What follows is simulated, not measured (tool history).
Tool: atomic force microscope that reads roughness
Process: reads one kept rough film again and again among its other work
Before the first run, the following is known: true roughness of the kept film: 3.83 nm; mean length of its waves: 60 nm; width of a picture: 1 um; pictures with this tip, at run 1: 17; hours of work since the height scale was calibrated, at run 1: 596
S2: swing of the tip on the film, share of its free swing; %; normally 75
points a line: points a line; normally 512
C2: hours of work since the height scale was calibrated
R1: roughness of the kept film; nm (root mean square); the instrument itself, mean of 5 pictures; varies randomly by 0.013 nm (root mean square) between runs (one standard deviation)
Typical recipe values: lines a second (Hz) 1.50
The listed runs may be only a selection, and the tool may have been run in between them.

Run 1, hour 0.0: usual settings; pictures with this tip 17; C2 596. Result: R1 3.311 nm (root mean square).
Run 2, hour 15.6: usual settings; pictures with this tip 45; C2 608. Result: R1 3.269 nm (root mean square).
Run 3, hour 30.8: usual settings; pictures with this tip 73; C2 619. Result: R1 3.250 nm (root mean square).
Run 4, hour 46.5: usual settings; pictures with this tip 102; C2 631. Result: R1 3.220 nm (root mean square).
Run 5, hour 67.5: usual settings but lines a second (Hz) 2.52; pictures with this tip 140; C2 647. Result: R1 2.966 nm (root mean square).
At hour 71.4: new tip fitted.
Run 6, hour 89.2: usual settings but lines a second (Hz) 1.31; pictures with this tip 33; C2 663. Result: R1 3.338 nm (root mean square).
Run 7, hour 100.9: usual settings but lines a second (Hz) 1.31; pictures with this tip 54; C2 671. Result: R1 3.313 nm (root mean square).
Run 8, hour 118.1: usual settings but lines a second (Hz) 1.31; pictures with this tip 86; C2 684. Result: R1 3.264 nm (root mean square).
Run 9, hour 131.0: usual settings but lines a second (Hz) 1.31; pictures with this tip 109; C2 694. Result: R1 3.248 nm (root mean square).
At hour 151.3: new tip fitted.
Run 10, hour 151.3: usual settings but points a line 872; pictures with this tip 0; C2 709. Result: R1 3.315 nm (root mean square).
Run 11, hour 169.1: usual settings but points a line 872; pictures with this tip 33; C2 722. Result: R1 3.291 nm (root mean square).
Run 12, hour 187.3: usual settings but lines a second (Hz) 3.58, points a line 488; pictures with this tip 66; C2 736. Result: R1 2.866 nm (root mean square).
Run 13, hour 200.6: usual settings but lines a second (Hz) 3.58, points a line 488; pictures with this tip 90; C2 746. Result: R1 2.836 nm (root mean square).
Run 14, hour 223.8: usual settings but lines a second (Hz) 1.24, S2 85 %, points a line 488; pictures with this tip 133; C2 763. Result: R1 3.053 nm (root mean square).
At hour 232.7: new tip fitted.
Run 15, hour 236.3: usual settings but lines a second (Hz) 1.24, S2 85 %, points a line 488; pictures with this tip 7; C2 772. Result: R1 3.189 nm (root mean square).
Run 16, hour 247.3: usual settings but lines a second (Hz) 1.22, S2 58 %, points a line 264; pictures with this tip 27; C2 780. Result: R1 3.535 nm (root mean square).
Run 17, hour 261.2: usual settings but lines a second (Hz) 0.82, S2 71 %; pictures with this tip 52; C2 791. Result: R1 3.463 nm (root mean square).
Run 18, hour 277.3: usual settings but lines a second (Hz) 1.72, S2 88 %, points a line 294; pictures with this tip 81; C2 803. Result: R1 2.902 nm (root mean square).
Run 19, hour 289.6: usual settings but lines a second (Hz) 3.22, S2 65 %, points a line 294; pictures with this tip 104; C2 812. Result: R1 3.133 nm (root mean square).
Run 20, hour 308.1: usual settings but lines a second (Hz) 0.75, S2 65 %, points a line 294; pictures with this tip 138; C2 826. Result: R1 3.381 nm (root mean square).

Selected run-to-run steps in R1, each split into two signed amounts: the part the tool would show with no hidden state at all (from settings, incoming material and random variation), and the remainder, which goes to the hidden state together with any gauge scatter not common to the measured and the hidden-state-free results:
The hidden state here: radius of the tip, nm; height scale over the true one, %; drift of the gauge itself on roughness_nm, %.
Run 9 -> 10: lines a second (Hz) 1.31 -> 1.50, points a line 512 -> 872, new tip fitted. R1 +0.067 nm (root mean square): hidden state +0.136, all else -0.069.
Run 11 -> 12: lines a second (Hz) 1.50 -> 3.58, points a line 872 -> 488. R1 -0.425 nm (root mean square): hidden state -0.033, all else -0.392.
Run 14 -> 15: new tip fitted. R1 +0.136 nm (root mean square): hidden state +0.156, all else -0.020.
Run 17 -> 18: lines a second (Hz) 0.82 -> 1.72, S2 71 -> 88, points a line 512 -> 294. R1 -0.561 nm (root mean square): hidden state -0.024, all else -0.537.

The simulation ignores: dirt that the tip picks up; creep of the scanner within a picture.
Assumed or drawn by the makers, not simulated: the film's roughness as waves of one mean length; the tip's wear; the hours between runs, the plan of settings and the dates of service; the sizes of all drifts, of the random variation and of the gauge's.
